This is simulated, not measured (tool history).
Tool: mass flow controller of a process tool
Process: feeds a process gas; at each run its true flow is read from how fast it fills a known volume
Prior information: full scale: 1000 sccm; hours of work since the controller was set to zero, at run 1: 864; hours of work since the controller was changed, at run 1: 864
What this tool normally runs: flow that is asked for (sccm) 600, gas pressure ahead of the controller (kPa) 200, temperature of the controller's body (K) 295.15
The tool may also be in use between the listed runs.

| run | hour | flow that is asked for (sccm) | gas pressure ahead of the controller (kPa) | temperature of the controller's body (K) | hours of work since the controller was set to zero | hours of work since the controller was changed | true flow (%) |
|---|---|---|---|---|---|---|---|
| 1 | 0 | 600 | 200 | 295.15 | 864 | 864 | 99.11 |
| 2 | 435.9 | 600 | 200 | 295.15 | 1081 | 1081 | 99.4 |
| 3 | 945.8 | 600 | 200 | 295.15 | 1336 | 1336 | 99.37 |
| 4 | 1377 | 600 | 200 | 295.15 | 1551 | 1551 | 99.45 |
| 5 | 1740.7 | 600 | 166 | 295.15 | 1733 | 1733 | 99.78 |
| 6 | 2050.2 | 600 | 213 | 295.15 | 1888 | 1888 | 99.81 |
| 7 | 2544.7 | 600 | 200 | 295.15 | 2134 | 2134 | 100.11 |
| 8 | 3057.6 | 600 | 200 | 295.15 | 2391 | 2391 | 100.28 |
| 9 | 3539.2 | 600 | 200 | 295.15 | 2631 | 2631 | 100.43 |
| 10 | 3787.5 | 600 | 204 | 295.15 | 2755 | 2755 | 100.35 |
| 11 | 4220.9 | 600 | 204 | 295.15 | 2972 | 2972 | 100.75 |
| 12 | 4698.8 | 600 | 143 | 295.15 | 3210 | 3210 | 100.51 |
| 13 | 4977.6 | 600 | 200 | 295.15 | 3350 | 3350 | 100.9 |
| 14 | 5233.6 | 600 | 200 | 295.15 | 3477 | 3477 | 100.82 |
| 15 | 5657.5 | 600 | 200 | 295.15 | 3689 | 3689 | 101.05 |
| 16 | 5943.5 | 695 | 200 | 295.15 | 3832 | 3832 | 101.11 |
|  | 5977.9 | controller's zero set anew |
| 17 | 6412.9 | 600 | 200 | 295.15 | 217 | 4066 | 101.86 |
| 18 | 6731.4 | 600 | 200 | 295.15 | 376 | 4225 | 101.91 |
| 19 | 7184.9 | 600 | 200 | 295.15 | 603 | 4452 | 102.15 |
| 20 | 7473.3 | 114 | 200 | 295.15 | 747 | 4596 | 111.28 |
| 21 | 7723.2 | 481 | 154 | 306.15 | 872 | 4721 | 103.33 |
| 22 | 8144.6 | 604 | 221 | 306.15 | 1082 | 4931 | 103.35 |
|  | 8394.4 | controller's zero set anew, once more |
| 23 | 8456.4 | 594 | 171 | 295.15 | 31 | 5086 | 99.71 |
| 24 | 8898.2 | 594 | 171 | 295.15 | 252 | 5307 | 100.03 |
| 25 | 9209.1 | 135 | 175 | 295.15 | 407 | 5462 | 99.6 |
| 26 | 9518.8 | 600 | 275 | 306.15 | 562 | 5617 | 101.27 |
| 27 | 9947.6 | 600 | 182 | 295.15 | 776 | 5831 | 100.27 |
| 28 | 10310.3 | 131 | 275 | 297.15 | 957 | 6012 | 101.27 |
| 29 | 10635.5 | 178 | 203 | 302.15 | 1119 | 6175 | 101.38 |
| 30 | 11014.9 | 150 | 200 | 293.15 | 1309 | 6364 | 101.12 |
| 31 | 11296.1 | 150 | 200 | 293.15 | 1449 | 6505 | 101.6 |
| 32 | 11633.8 | 642 | 237 | 296.15 | 1618 | 6673 | 101.27 |
|  | 11764.1 | controller exchanged for a calibrated one |
| 33 | 12147.6 | 317 | 200 | 295.15 | 192 | 192 | 97.78 |
| 34 | 12563.4 | 317 | 200 | 295.15 | 399 | 399 | 97.92 |
| 35 | 13062.2 | 616 | 174 | 301.15 | 648 | 648 | 99.2 |
| 36 | 13288 | 600 | 259 | 295.15 | 761 | 761 | 99.1 |
| 37 | 13694 | 600 | 259 | 300.15 | 964 | 964 | 99.51 |
| 38 | 14203.1 | 509 | 275 | 308.15 | 1218 | 1218 | 100.3 |

For some of the steps in true flow (%) from one run to the next: how much would appear even if the tool had no hidden state, given the settings, what came in and random variation, and how much remains for the hidden state plus any gauge scatter that the measured result and the result without hidden state don't share?
Hidden conditions of the tool in this case: flow at rest that the sensor doesn't see, % of full scale; true flow over the shown one, %; drift of the gauge itself on true_pct, %.
Run 19 -> 20: flow that is asked for (sccm) 600 -> 114. true flow (%) +9.13: hidden state +10.67, all else -1.54.
Run 20 -> 21: flow that is asked for (sccm) 114 -> 481, gas pressure ahead of the controller (kPa) 200 -> 154, temperature of the controller's body (K) 295.15 -> 306.15. true flow (%) -7.95: hidden state -9.84, all else +1.89.
Run 22 -> 23: flow that is asked for (sccm) 604 -> 594, gas pressure ahead of the controller (kPa) 221 -> 171, temperature of the controller's body (K) 306.15 -> 295.15, controller's zero set anew, once more. true flow (%) -3.64: hidden state -2.49, all else -1.15.
